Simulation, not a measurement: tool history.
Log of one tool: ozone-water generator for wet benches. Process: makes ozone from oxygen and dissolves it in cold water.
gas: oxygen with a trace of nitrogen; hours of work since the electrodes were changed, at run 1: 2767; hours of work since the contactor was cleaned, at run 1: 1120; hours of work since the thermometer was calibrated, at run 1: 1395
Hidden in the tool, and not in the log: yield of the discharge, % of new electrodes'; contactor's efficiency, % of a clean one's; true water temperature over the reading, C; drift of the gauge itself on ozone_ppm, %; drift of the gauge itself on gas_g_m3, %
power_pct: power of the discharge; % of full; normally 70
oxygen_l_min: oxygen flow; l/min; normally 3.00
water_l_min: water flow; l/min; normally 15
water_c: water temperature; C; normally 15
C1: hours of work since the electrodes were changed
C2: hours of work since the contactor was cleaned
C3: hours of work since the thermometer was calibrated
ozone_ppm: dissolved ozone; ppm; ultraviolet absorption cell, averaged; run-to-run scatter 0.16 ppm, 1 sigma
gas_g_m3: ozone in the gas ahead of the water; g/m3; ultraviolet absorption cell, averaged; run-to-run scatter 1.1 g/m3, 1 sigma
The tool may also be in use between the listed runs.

{"run": 1, "day": 0.0, "power_pct": 70, "oxygen_l_min": 3.0, "water_l_min": 15, "water_c": 15, "C1": 2767, "C2": 1120, "C3": 1395, "ozone_ppm": 21.1, "gas_g_m3": 196.8}
{"run": 2, "day": 2.4, "power_pct": 70, "oxygen_l_min": 3.0, "water_l_min": 15, "water_c": 15, "C1": 2822, "C2": 1175, "C3": 1450, "ozone_ppm": 21.0, "gas_g_m3": 194.2}
{"run": 3, "day": 5.133, "power_pct": 70, "oxygen_l_min": 3.0, "water_l_min": 15, "water_c": 15, "C1": 2885, "C2": 1238, "C3": 1513, "ozone_ppm": 21.2, "gas_g_m3": 197.2}
{"run": 4, "day": 9.062, "power_pct": 41, "oxygen_l_min": 3.0, "water_l_min": 15, "water_c": 15, "C1": 2975, "C2": 1328, "C3": 1603, "ozone_ppm": 15.0, "gas_g_m3": 140.3}
{"run": 5, "day": 10.8, "power_pct": 41, "oxygen_l_min": 3.0, "water_l_min": 15, "water_c": 15, "C1": 3015, "C2": 1368, "C3": 1643, "ozone_ppm": 15.2, "gas_g_m3": 140.4}
{"run": 6, "day": 12.871, "power_pct": 41, "oxygen_l_min": 3.0, "water_l_min": 15, "water_c": 15, "C1": 3062, "C2": 1415, "C3": 1690, "ozone_ppm": 15.3, "gas_g_m3": 138.8}
{"run": 7, "day": 16.267, "power_pct": 70, "oxygen_l_min": 5.27, "water_l_min": 15, "water_c": 15, "C1": 3140, "C2": 1493, "C3": 1768, "ozone_ppm": 20.4, "gas_g_m3": 136.3}
{"run": 8, "day": 18.438, "power_pct": 70, "oxygen_l_min": 5.27, "water_l_min": 15, "water_c": 15, "C1": 3190, "C2": 1543, "C3": 1818, "ozone_ppm": 20.3, "gas_g_m3": 136.5}
{"run": 9, "day": 20.942, "power_pct": 83, "oxygen_l_min": 3.0, "water_l_min": 15, "water_c": 15, "C1": 3247, "C2": 1601, "C3": 1876, "ozone_ppm": 23.5, "gas_g_m3": 215.7}
{"run": 10, "day": 24.221, "power_pct": 43, "oxygen_l_min": 2.68, "water_l_min": 13, "water_c": 9, "C1": 3323, "C2": 1676, "C3": 1951, "ozone_ppm": 18.8, "gas_g_m3": 156.3}
{"run": 11, "day": 28.008, "power_pct": 43, "oxygen_l_min": 2.68, "water_l_min": 13, "water_c": 9, "C1": 3409, "C2": 1763, "C3": 2038, "ozone_ppm": 18.6, "gas_g_m3": 154.1}
{"run": 12, "day": 31.504, "power_pct": 70, "oxygen_l_min": 3.0, "water_l_min": 16, "water_c": 10, "C1": 3490, "C2": 1843, "C3": 2118, "ozone_ppm": 21.5, "gas_g_m3": 194.7}

Run 13, settings as shown, results not yet in. Your forecast:
{"run": 13, "day": 34.775, "power_pct": 72, "oxygen_l_min": 1.81, "water_l_min": 14, "water_c": 16, "C1": 3565, "C2": 1918, "C3": 2193, "ozone_ppm": "?", "gas_g_m3": "?"}

For run 13 the tool returned ozone_ppm 22.3 ppm, gas_g_m3 273.2 g/m3.
Without the tool's hidden state the same run would have given ozone_ppm 22.3 ppm, gas_g_m3 275.8 g/m3.
